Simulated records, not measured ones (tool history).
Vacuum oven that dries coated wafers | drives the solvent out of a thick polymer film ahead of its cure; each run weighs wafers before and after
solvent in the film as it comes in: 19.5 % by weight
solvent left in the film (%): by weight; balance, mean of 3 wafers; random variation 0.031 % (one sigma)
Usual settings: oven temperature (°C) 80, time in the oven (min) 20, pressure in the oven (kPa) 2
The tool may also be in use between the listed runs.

| run | hour | oven temperature (°C) | time in the oven (min) | pressure in the oven (kPa) | solvent left in the film (%) |
|---|---|---|---|---|---|
| 1 | 0 | 80 | 20 | 2 | 2.26 |
| 2 | 15.4 | 80 | 13 | 2 | 4.07 |
| 3 | 24.3 | 67 | 13 | 2 | 7.56 |
| 4 | 37 | 67 | 13 | 2 | 7.54 |
| 5 | 49.7 | 67 | 13 | 2 | 7.59 |
| 6 | 57.9 | 80 | 20 | 2 | 2.21 |
| 7 | 69.8 | 80 | 23 | 2 | 1.84 |
| 8 | 77.4 | 80 | 35 | 2 | 1.12 |
| 9 | 86.4 | 80 | 35 | 2 | 1.12 |
|  | 88.8 | vacuum gauge cleaned of residue and calibrated |
| 10 | 96.4 | 80 | 35 | 2 | 1.13 |
| 11 | 106 | 80 | 35 | 2 | 1.1 |
| 12 | 114.6 | 71 | 21 | 2.05 | 3.93 |
|  | 121.5 | vacuum gauge cleaned of residue and calibrated, once more |
| 13 | 128.2 | 80 | 20 | 3.56 | 2.77 |

Forecast each of these 3 alternatives for the next run:
| A | 136.2 | 69 | 32 | 3.56 | ? |
| B | 136.2 | 95 | 23 | 6.74 | ? |
| C | 136.2 | 81 | 20 | 2.03 | ? |

| run | solvent left in the film (%) |
|---|---|
| A | 3.62 |
| B | 1.58 |
| C | 1.98 |
Without the tool's hidden state the same runs would have given:
| run | solvent left in the film (%) |
|---|---|
| A | 3.82 |
| B | 1.65 |
| C | 2.13 |
